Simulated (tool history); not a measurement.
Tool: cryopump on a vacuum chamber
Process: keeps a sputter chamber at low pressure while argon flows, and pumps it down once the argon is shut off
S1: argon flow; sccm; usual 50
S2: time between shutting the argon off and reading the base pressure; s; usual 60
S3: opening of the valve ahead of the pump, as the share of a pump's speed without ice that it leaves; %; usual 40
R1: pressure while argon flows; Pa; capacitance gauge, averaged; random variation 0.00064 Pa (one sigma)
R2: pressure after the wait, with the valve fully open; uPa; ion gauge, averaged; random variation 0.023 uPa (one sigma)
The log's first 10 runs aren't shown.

run 11 hour=228.9 | S1=50 S2=60 S3=40 | R1=0.1058 R2=1.56
run 12 hour=251.5 | S1=51 S2=60 S3=40 | R1=0.1085 R2=1.6
run 13 hour=275.6 | S1=51 S2=60 S3=31 | R1=0.1382 R2=1.62
run 14 hour=297.4 | S1=51 S2=60 S3=31 | R1=0.1387 R2=1.63
run 15 hour=327.6 | S1=51 S2=60 S3=31 | R1=0.139 R2=1.65
run 16 hour=350.1 | S1=50 S2=60 S3=40 | R1=0.1069 R2=1.65
run 17 hour=367.2 | S1=50 S2=60 S3=24 | R1=0.1751 R2=1.68
run 18 hour=392.8 | S1=50 S2=60 S3=24 | R1=0.1752 R2=1.68
run 19 hour=409.6 | S1=33 S2=289 S3=40 | R1=0.0701 R2=1.24
run 20 hour=436.2 | S1=42 S2=289 S3=40 | R1=0.0898 R2=1.26
run 21 hour=458.1 | S1=42 S2=289 S3=40 | R1=0.0905 R2=1.24
run 22 hour=474.2 | S1=45 S2=109 S3=29 | R1=0.1307 R2=1.44
run 23 hour=499.2 | S1=30 S2=59 S3=26 | R1=0.097 R2=1.82
run 24 hour=520.7 | S1=30 S2=25 S3=58 | R1=0.0464 R2=2.54
run 25 hour=543.5 | S1=50 S2=34 S3=40 | R1=0.1086 R2=2.17
run 26 hour=569.2 | S1=50 S2=248 S3=40 | R1=0.1083 R2=1.3
run 27 hour=596.7 | S1=62 S2=176 S3=23 | R1=0.228 R2=1.45
run 28 hour=620.3 | S1=62 S2=176 S3=23 | R1=0.2279 R2=1.47

Run 29 comes next. What will it give?
run 29 hour=647.1 | S1=60 S2=98 S3=49 | R1=? R2=?

Run 29 gave R1 0.1095 Pa, R2 1.66 uPa.
Without the tool's hidden state the same run would have given R1 0.0998 Pa, R2 0.53 uPa.
